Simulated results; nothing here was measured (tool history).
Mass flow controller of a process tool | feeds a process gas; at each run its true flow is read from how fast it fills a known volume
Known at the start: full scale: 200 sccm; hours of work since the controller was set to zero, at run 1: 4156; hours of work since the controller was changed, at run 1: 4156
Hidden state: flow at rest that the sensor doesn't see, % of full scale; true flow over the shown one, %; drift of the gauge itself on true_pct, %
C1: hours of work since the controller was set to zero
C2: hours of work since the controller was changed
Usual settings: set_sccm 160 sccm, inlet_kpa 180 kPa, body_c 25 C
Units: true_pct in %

run 1 hour=0 | set_sccm=160 inlet_kpa=180 body_c=25 | C1=4156 C2=4156 | true_pct=100.87
run 2 hour=112.9 | set_sccm=160 inlet_kpa=147 body_c=25 | C1=4219 C2=4219 | true_pct=101.1
run 3 hour=189.6 | set_sccm=160 inlet_kpa=180 body_c=25 | C1=4262 C2=4262 | true_pct=101.04
run 4 hour=276.6 | set_sccm=160 inlet_kpa=180 body_c=25 | C1=4311 C2=4311 | true_pct=100.96
run 5 hour=387.2 | set_sccm=160 inlet_kpa=180 body_c=25 | C1=4373 C2=4373 | true_pct=100.88
run 6 hour=508.1 | set_sccm=160 inlet_kpa=180 body_c=25 | C1=4440 C2=4440 | true_pct=100.96
run 7 hour=623.8 | set_sccm=160 inlet_kpa=257 body_c=25 | C1=4505 C2=4505 | true_pct=100.58
run 8 hour=762.2 | set_sccm=160 inlet_kpa=257 body_c=25 | C1=4582 C2=4582 | true_pct=100.57
run 9 hour=916.6 | set_sccm=160 inlet_kpa=257 body_c=25 | C1=4669 C2=4669 | true_pct=100.56
run 10 hour=1054.1 | set_sccm=160 inlet_kpa=257 body_c=25 | C1=4746 C2=4746 | true_pct=100.44
-- hour=1065.3 controller's zero set anew
run 11 hour=1215.9 | set_sccm=160 inlet_kpa=257 body_c=25 | C1=84 C2=4836 | true_pct=100.45
run 12 hour=1362.3 | set_sccm=160 inlet_kpa=182 body_c=25 | C1=166 C2=4918 | true_pct=100.71

Run 13 comes next. What will it give?
-- hour=1427.1 controller's zero set anew, once more
run 13 hour=1434.3 | set_sccm=33 inlet_kpa=180 body_c=25 | C1=4 C2=4958 | true_pct=?

{"run 13": {"true_pct": 100.97}}
Without the tool's hidden state the same run would have given true_pct 99.41 %.

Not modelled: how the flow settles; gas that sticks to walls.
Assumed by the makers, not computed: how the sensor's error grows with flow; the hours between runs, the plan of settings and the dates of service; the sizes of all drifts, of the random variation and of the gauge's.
